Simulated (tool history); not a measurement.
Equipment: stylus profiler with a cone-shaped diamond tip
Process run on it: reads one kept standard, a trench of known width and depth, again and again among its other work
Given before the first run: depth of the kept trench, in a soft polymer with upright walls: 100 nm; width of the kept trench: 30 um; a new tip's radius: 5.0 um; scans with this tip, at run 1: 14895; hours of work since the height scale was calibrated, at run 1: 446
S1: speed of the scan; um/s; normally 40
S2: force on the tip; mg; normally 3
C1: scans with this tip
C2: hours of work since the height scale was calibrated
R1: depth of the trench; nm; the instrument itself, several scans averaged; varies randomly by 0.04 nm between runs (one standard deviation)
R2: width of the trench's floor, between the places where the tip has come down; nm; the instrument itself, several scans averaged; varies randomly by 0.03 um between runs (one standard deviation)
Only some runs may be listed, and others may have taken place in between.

Run 1, hour 0: usual settings; C1 14895; C2 446. Result: R1 101.27 nm, R2 26690 nm.
Run 2, hour 132.6: usual settings; C1 15521; C2 509. Result: R1 101.22 nm, R2 26600 nm.
Run 3, hour 189.2: usual settings but S2 2.59 mg; C1 15788; C2 537. Result: R1 101.16 nm, R2 26660 nm.
Run 4, hour 266.2: usual settings but S2 2.59 mg; C1 16151; C2 574. Result: R1 101.17 nm, R2 26570 nm.
Run 5, hour 378: usual settings but S2 2.59 mg; C1 16678; C2 627. Result: R1 101.24 nm, R2 26550 nm.
Run 6, hour 488.8: usual settings but S2 2.59 mg; C1 17201; C2 681. Result: R1 101.27 nm, R2 26490 nm.
Run 7, hour 618.4: usual settings but S2 2.59 mg; C1 17812; C2 743. Result: R1 101.34 nm, R2 26480 nm.
Run 8, hour 742.1: usual settings but S2 2.95 mg; C1 18396; C2 802. Result: R1 101.35 nm, R2 26430 nm.
Run 9, hour 807: usual settings but S2 2.95 mg; C1 18702; C2 834. Result: R1 101.39 nm, R2 26430 nm.
Run 10, hour 902.5: usual settings but S2 2.95 mg; C1 19152; C2 879. Result: R1 101.43 nm, R2 26400 nm.
Run 11, hour 1018.5: usual settings but S2 2.95 mg; C1 19699; C2 935. Result: R1 101.46 nm, R2 26360 nm.
Run 12, hour 1095.9: usual settings; C1 20064; C2 972. Result: R1 101.41 nm, R2 26370 nm.
At hour 1133.4: height scale calibrated on a step standard.
Run 13, hour 1194.1: usual settings but S1 39 um/s; C1 20525; C2 29. Result: R1 100.94 nm, R2 26270 nm.
Run 14, hour 1306: usual settings but S1 39 um/s; C1 21053; C2 83. Result: R1 101.01 nm, R2 26260 nm.
Run 15, hour 1399.5: usual settings but S1 39 um/s; C1 21494; C2 128. Result: R1 101.01 nm, R2 26310 nm.
Run 16, hour 1462.3: usual settings but S1 32 um/s, S2 6.1 mg; C1 21791; C2 158. Result: R1 101.59 nm, R2 26230 nm.
At hour 1503.2: new tip fitted, height scale calibrated.
Run 17, hour 1544.2: usual settings but S1 113 um/s; C1 193; C2 20. Result: R1 100.98 nm, R2 27680 nm.
Run 18, hour 1618.3: usual settings but S1 37 um/s, S2 1.48 mg; C1 543; C2 55. Result: R1 100.62 nm, R2 27810 nm.
Run 19, hour 1730.5: usual settings but S2 7.25 mg; C1 1072; C2 109. Result: R1 101.84 nm, R2 27830 nm.
Run 20, hour 1858.1: usual settings but S1 29 um/s, S2 1.59 mg; C1 1674; C2 171. Result: R1 100.81 nm, R2 27710 nm.
Run 21, hour 1970.4: usual settings but S1 29 um/s, S2 1.59 mg; C1 2203; C2 225. Result: R1 100.68 nm, R2 27650 nm.
Run 22, hour 2051.1: usual settings but S1 77 um/s; C1 2584; C2 263. Result: R1 101.09 nm, R2 27480 nm.
Run 23, hour 2175.1: usual settings but S1 41 um/s, S2 2.59 mg; C1 3169; C2 323. Result: R1 100.99 nm, R2 27580 nm.
Run 24, hour 2266.1: usual settings but S1 11 um/s, S2 7.57 mg; C1 3598; C2 367. Result: R1 101.9 nm, R2 27650 nm.
Run 25, hour 2364.3: usual settings but S2 8.91 mg; C1 4061; C2 414. Result: R1 102.18 nm, R2 27540 nm.

Pick out some run-to-run changes in R1. Of each, how much would a tool without hidden state show as well, from the settings, what came in and chance, and how much is left for the hidden state and any gauge scatter not in both results compared?
Hidden conditions of the tool in this case: radius of the tip, um; height scale over the true one, %; drift of the gauge itself on depth_nm, %; drift of the gauge itself on floor_um, %.
Run 12 -> 13: S1 40 -> 39, height scale calibrated on a step standard. R1 -0.47 nm: hidden state -0.52, all else +0.05.
Run 16 -> 17: S1 32 -> 113, S2 6.1 -> 3, new tip fitted, height scale calibrated. R1 -0.61 nm: hidden state -0.05, all else -0.56.
Run 18 -> 19: S1 37 -> 40, S2 1.48 -> 7.25. R1 +1.22 nm: hidden state +0.03, all else +1.19.
Run 19 -> 20: S1 40 -> 29, S2 7.25 -> 1.59. R1 -1.03 nm: hidden state +0.03, all else -1.06.
